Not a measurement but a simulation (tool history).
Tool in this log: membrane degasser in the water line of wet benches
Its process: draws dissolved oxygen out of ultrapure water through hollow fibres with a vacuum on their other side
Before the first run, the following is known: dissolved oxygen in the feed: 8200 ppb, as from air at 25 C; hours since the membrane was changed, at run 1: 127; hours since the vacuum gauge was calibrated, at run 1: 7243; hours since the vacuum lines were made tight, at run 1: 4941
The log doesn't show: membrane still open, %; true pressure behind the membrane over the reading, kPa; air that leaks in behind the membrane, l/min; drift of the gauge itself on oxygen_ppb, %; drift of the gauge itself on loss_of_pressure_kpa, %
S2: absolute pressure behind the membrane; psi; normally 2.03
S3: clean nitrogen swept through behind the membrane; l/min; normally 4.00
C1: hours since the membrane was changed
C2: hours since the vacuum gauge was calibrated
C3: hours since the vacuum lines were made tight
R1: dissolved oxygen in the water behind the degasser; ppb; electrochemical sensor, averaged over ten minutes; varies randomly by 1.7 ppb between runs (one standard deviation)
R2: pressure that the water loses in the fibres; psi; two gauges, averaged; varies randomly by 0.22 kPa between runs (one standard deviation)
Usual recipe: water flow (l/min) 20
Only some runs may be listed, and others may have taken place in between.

Run 1, hour 0.0: usual settings; C1 127; C2 7243; C3 4941. Result: R1 171.4 ppb, R2 7.912 psi.
Run 2, hour 57.9: usual settings; C1 185; C2 7301; C3 4999. Result: R1 169.5 ppb, R2 7.945 psi.
Run 3, hour 110.0: usual settings; C1 237; C2 7353; C3 5051. Result: R1 167.6 ppb, R2 7.874 psi.
Run 4, hour 199.7: usual settings; C1 327; C2 7442; C3 5140. Result: R1 170.8 ppb, R2 7.938 psi.
Run 5, hour 284.4: usual settings but water flow (l/min) 32; C1 411; C2 7527; C3 5225. Result: R1 449.7 ppb, R2 12.581 psi.
Run 6, hour 359.0: usual settings but water flow (l/min) 32; C1 486; C2 7602; C3 5300. Result: R1 443.1 ppb, R2 12.655 psi.
At hour 383.7: vacuum gauge calibrated.
Run 7, hour 451.8: usual settings but water flow (l/min) 32, S3 6.47 l/min; C1 578; C2 68; C3 5392. Result: R1 365.3 ppb, R2 12.644 psi.
Run 8, hour 546.0: usual settings but water flow (l/min) 32, S3 6.47 l/min; C1 672; C2 162; C3 5486. Result: R1 373.8 ppb, R2 12.543 psi.
Run 9, hour 613.7: usual settings but water flow (l/min) 32, S3 6.47 l/min; C1 740; C2 230; C3 5554. Result: R1 376.7 ppb, R2 12.604 psi.
Run 10, hour 671.7: usual settings but water flow (l/min) 22, S3 6.47 l/min; C1 798; C2 288; C3 5612. Result: R1 149.4 ppb, R2 8.653 psi.
Run 11, hour 753.8: usual settings but water flow (l/min) 22, S2 3.64 psi, S3 6.47 l/min; C1 880; C2 370; C3 5694. Result: R1 242.7 ppb, R2 8.628 psi.
Run 12, hour 826.1: usual settings but water flow (l/min) 22, S2 3.64 psi, S3 6.47 l/min; C1 953; C2 442; C3 5766. Result: R1 238.2 ppb, R2 8.656 psi.
Run 13, hour 866.5: usual settings but water flow (l/min) 15, S2 3.64 psi, S3 7.62 l/min; C1 993; C2 483; C3 5807. Result: R1 114.4 ppb, R2 5.861 psi.
Run 14, hour 919.0: usual settings but water flow (l/min) 30, S2 1.26 psi; C1 1045; C2 535; C3 5859. Result: R1 302.6 ppb, R2 11.690 psi.
Run 15, hour 1001.7: usual settings but water flow (l/min) 12, S2 2.99 psi, S3 5.38 l/min; C1 1128; C2 618; C3 5942. Result: R1 98.4 ppb, R2 4.664 psi.
Run 16, hour 1064.8: usual settings but water flow (l/min) 12, S2 2.99 psi, S3 5.38 l/min; C1 1191; C2 681; C3 6005. Result: R1 96.7 ppb, R2 4.688 psi.
Run 17, hour 1123.4: usual settings but water flow (l/min) 12, S2 2.99 psi, S3 5.38 l/min; C1 1250; C2 740; C3 6064. Result: R1 98.0 ppb, R2 4.693 psi.
Run 18, hour 1202.7: usual settings but S2 2.31 psi, S3 2.36 l/min; C1 1329; C2 819; C3 6143. Result: R1 288.6 ppb, R2 7.806 psi.
Run 19, hour 1244.1: usual settings but S2 2.31 psi, S3 2.36 l/min; C1 1371; C2 860; C3 6184. Result: R1 289.3 ppb, R2 7.833 psi.

Hidden condition of the tool, last listed run before each entry between runs versus first listed run after:
After run 6, before run 7: vacuum gauge calibrated (hour 383.7)
  drift of the gauge itself on loss_of_pressure_kpa, %: -0.38 -> -0.47
  measured result minus the result with no hidden state, R2: -0.048 -> -0.059 psi
